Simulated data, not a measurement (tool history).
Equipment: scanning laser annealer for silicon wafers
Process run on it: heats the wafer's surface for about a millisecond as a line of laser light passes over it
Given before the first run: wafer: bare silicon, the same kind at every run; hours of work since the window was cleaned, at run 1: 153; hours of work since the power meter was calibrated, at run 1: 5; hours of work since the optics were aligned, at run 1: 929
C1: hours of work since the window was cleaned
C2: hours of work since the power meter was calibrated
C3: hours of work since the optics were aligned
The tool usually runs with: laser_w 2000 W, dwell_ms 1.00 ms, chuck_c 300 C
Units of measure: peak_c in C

{"run": 1, "day": 0.0, "laser_w": 2000, "dwell_ms": 1.0, "chuck_c": 300, "C1": 153, "C2": 5, "C3": 929, "peak_c": 985}
{"run": 2, "day": 0.529, "laser_w": 2000, "dwell_ms": 1.0, "chuck_c": 300, "C1": 161, "C2": 12, "C3": 937, "peak_c": 986}
{"run": 3, "day": 1.204, "laser_w": 2000, "dwell_ms": 1.0, "chuck_c": 300, "C1": 171, "C2": 22, "C3": 946, "peak_c": 989}
{"run": 4, "day": 1.725, "laser_w": 2000, "dwell_ms": 1.0, "chuck_c": 300, "C1": 178, "C2": 30, "C3": 954, "peak_c": 989}
{"run": 5, "day": 2.417, "laser_w": 2000, "dwell_ms": 1.0, "chuck_c": 300, "C1": 188, "C2": 40, "C3": 964, "peak_c": 985}
{"run": 6, "day": 2.958, "laser_w": 2000, "dwell_ms": 1.0, "chuck_c": 300, "C1": 196, "C2": 48, "C3": 972, "peak_c": 984}
{"run": 7, "day": 3.346, "laser_w": 2000, "dwell_ms": 1.07, "chuck_c": 300, "C1": 202, "C2": 53, "C3": 978, "peak_c": 1008}
{"run": 8, "day": 3.7, "laser_w": 2000, "dwell_ms": 1.07, "chuck_c": 300, "C1": 207, "C2": 58, "C3": 983, "peak_c": 1005}
{"run": 9, "day": 4.038, "laser_w": 2000, "dwell_ms": 1.07, "chuck_c": 300, "C1": 212, "C2": 63, "C3": 988, "peak_c": 1006}
{"run": 10, "day": 4.812, "laser_w": 1900, "dwell_ms": 1.07, "chuck_c": 300, "C1": 223, "C2": 75, "C3": 999, "peak_c": 962}
{"run": 11, "day": 5.242, "laser_w": 2000, "dwell_ms": 1.0, "chuck_c": 300, "C1": 229, "C2": 81, "C3": 1005, "peak_c": 981}
{"run": 12, "day": 5.908, "laser_w": 2000, "dwell_ms": 1.0, "chuck_c": 300, "C1": 239, "C2": 91, "C3": 1015, "peak_c": 979}
{"run": 13, "day": 6.588, "laser_w": 2000, "dwell_ms": 1.0, "chuck_c": 303, "C1": 249, "C2": 100, "C3": 1025, "peak_c": 982}
{"run": 14, "day": 7.288, "laser_w": 2000, "dwell_ms": 1.0, "chuck_c": 303, "C1": 259, "C2": 111, "C3": 1035, "peak_c": 980}
{"run": 15, "day": 7.733, "laser_w": 2000, "dwell_ms": 1.0, "chuck_c": 303, "C1": 266, "C2": 117, "C3": 1042, "peak_c": 982}
{"run": 16, "day": 8.158, "laser_w": 2036, "dwell_ms": 1.1, "chuck_c": 262, "C1": 272, "C2": 123, "C3": 1048, "peak_c": 978}
{"run": 17, "day": 8.921, "laser_w": 2111, "dwell_ms": 1.1, "chuck_c": 298, "C1": 283, "C2": 134, "C3": 1059, "peak_c": 1046}
{"run": 18, "day": 9.762, "laser_w": 1905, "dwell_ms": 0.8, "chuck_c": 290, "C1": 295, "C2": 147, "C3": 1071, "peak_c": 871}
{"run": 19, "day": 10.608, "laser_w": 2000, "dwell_ms": 0.97, "chuck_c": 266, "C1": 308, "C2": 159, "C3": 1083, "peak_c": 932}
{"day": 11.075, "done": "window over the wafer cleaned"}
{"run": 20, "day": 11.188, "laser_w": 2000, "dwell_ms": 0.97, "chuck_c": 300, "C1": 2, "C2": 166, "C3": 1091, "peak_c": 990}
{"run": 21, "day": 11.65, "laser_w": 1825, "dwell_ms": 1.0, "chuck_c": 296, "C1": 8, "C2": 173, "C3": 1097, "peak_c": 930}
{"run": 22, "day": 12.192, "laser_w": 2150, "dwell_ms": 1.09, "chuck_c": 332, "C1": 16, "C2": 181, "C3": 1105, "peak_c": 1118}
{"run": 23, "day": 12.717, "laser_w": 2150, "dwell_ms": 1.09, "chuck_c": 332, "C1": 24, "C2": 189, "C3": 1113, "peak_c": 1120}
{"run": 24, "day": 13.562, "laser_w": 2150, "dwell_ms": 1.09, "chuck_c": 332, "C1": 36, "C2": 201, "C3": 1125, "peak_c": 1111}
{"run": 25, "day": 13.946, "laser_w": 2150, "dwell_ms": 1.09, "chuck_c": 332, "C1": 42, "C2": 206, "C3": 1131, "peak_c": 1116}
{"run": 26, "day": 14.496, "laser_w": 2193, "dwell_ms": 0.95, "chuck_c": 300, "C1": 50, "C2": 214, "C3": 1139, "peak_c": 1055}
{"run": 27, "day": 14.879, "laser_w": 2158, "dwell_ms": 0.73, "chuck_c": 300, "C1": 55, "C2": 220, "C3": 1144, "peak_c": 964}

Branching from run 27: 4 alternative next runs. What would each branch give?
{"run": "A", "day": 15.554, "laser_w": 1745, "dwell_ms": 1.0, "chuck_c": 300, "C1": 65, "C2": 230, "C3": 1154, "peak_c": "?"}
{"run": "B", "day": 15.554, "laser_w": 2082, "dwell_ms": 1.0, "chuck_c": 286, "C1": 65, "C2": 230, "C3": 1154, "peak_c": "?"}
{"run": "C", "day": 15.554, "laser_w": 1887, "dwell_ms": 0.92, "chuck_c": 320, "C1": 65, "C2": 230, "C3": 1154, "peak_c": "?"}
{"run": "D", "day": 15.554, "laser_w": 2043, "dwell_ms": 1.0, "chuck_c": 334, "C1": 65, "C2": 230, "C3": 1154, "peak_c": "?"}

run=A peak_c=895
run=B peak_c=1010
run=C peak_c=947
run=D peak_c=1041
What these runs would have given with no unlogged condition in the tool:
run=A peak_c=911
run=B peak_c=1029
run=C peak_c=963
run=D peak_c=1059

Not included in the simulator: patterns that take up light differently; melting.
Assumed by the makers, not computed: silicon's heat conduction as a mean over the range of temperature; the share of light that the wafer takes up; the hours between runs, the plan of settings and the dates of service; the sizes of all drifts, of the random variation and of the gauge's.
